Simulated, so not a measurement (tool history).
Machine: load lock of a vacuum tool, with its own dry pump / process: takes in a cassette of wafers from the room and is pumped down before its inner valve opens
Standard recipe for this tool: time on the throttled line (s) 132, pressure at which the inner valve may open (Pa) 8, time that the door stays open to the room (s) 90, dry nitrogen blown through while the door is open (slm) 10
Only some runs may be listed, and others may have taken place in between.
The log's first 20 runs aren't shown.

run     hour  time on the throttled line (s)  pressure at which the inner valve may open (Pa)  time that the door stays open to the room (s)  dry nitrogen blown through while the door is open (slm)  incoming humidity of the room's air, %  time from the closed door until the inner valve may open (s)  rise of the pressure with all valves shut (Pa/min)
 21   6147.8                             222                                                8                                             40                                                       10                                      46                                                         326.4                                               0.166
 22   6339.6                             222                                                8                                             40                                                       10                                    45.3                                                           330                                               0.168
 23   6595.8                             222                                                8                                             67                                                       10                                    41.7                                                         329.7                                               0.169
 24   6888.3                             222                                                8                                             67                                                       10                                    42.5                                                         330.2                                               0.184
 25   7129.2                             222                                                8                                             67                                                       10                                    47.5                                                           330                                               0.185
      7240.3  -- dry pump taken out, an overhauled one fitted
 26   7515.1                             166                                               16                                             90                                                       12                                    44.1                                                         252.6                                               0.193
 27   7736.5                             166                                               16                                             63                                                        7                                      40                                                         255.2                                               0.193
 28   8112.3                             166                                               16                                             63                                                        7                                    45.6                                                         254.1                                               0.208
 29   8507.3                             140                                                9                                            116                                                        6                                    47.6                                                         243.3                                               0.215
 30   8728.7                             137                                               10                                             41                                                       15                                    43.5                                                         239.5                                               0.213
 31   9092.8                             218                                                8                                             41                                                       25                                    44.9                                                         303.2                                               0.217
 32   9487.8                              96                                                8                                             41                                                       25                                    48.4                                                         210.6                                               0.227
 33   9815.4                             109                                                8                                             98                                                       27                                    45.6                                                           224                                               0.238
 34  10163.8                             109                                                8                                             98                                                       27                                    47.9                                                         224.3                                               0.236
 35  10471.1                              72                                               11                                            170                                                       11                                      48                                                         192.7                                               0.265
 36  10767.3                              72                                               11                                            170                                                       11                                    44.5                                                         191.6                                               0.258
 37  10950.9                              72                                               11                                            170                                                       11                                    45.9                                                         193.3                                               0.266

Alternative continuations, all from the tool just after run 37; predict every row:
  A  11321.3                             138                                                8                                            140                                                       24                                    42.8                                                             ?                                                   ?
  B  11321.3                             164                                                8                                             90                                                       19                                    42.3                                                             ?                                                   ?
  C  11321.3                             194                                               11                                             26                                                       12                                    44.2                                                             ?                                                   ?
  D  11321.3                              72                                               10                                            170                                                       11                                    44.4                                                             ?                                                   ?

run  time from the closed door until the inner valve may open (s)  rise of the pressure with all valves shut (Pa/min)
  A                                                         250.7                                               0.269
  B                                                         263.2                                               0.265
  C                                                         282.6                                               0.258
  D                                                         192.7                                               0.278
Take away the tool's hidden state, keep each run's random variation, and the runs would have read:
run  time from the closed door until the inner valve may open (s)  rise of the pressure with all valves shut (Pa/min)
  A                                                         245.5                                               0.018
  B                                                         258.8                                               0.015
  C                                                         278.4                                                0.01
  D                                                         187.3                                               0.027
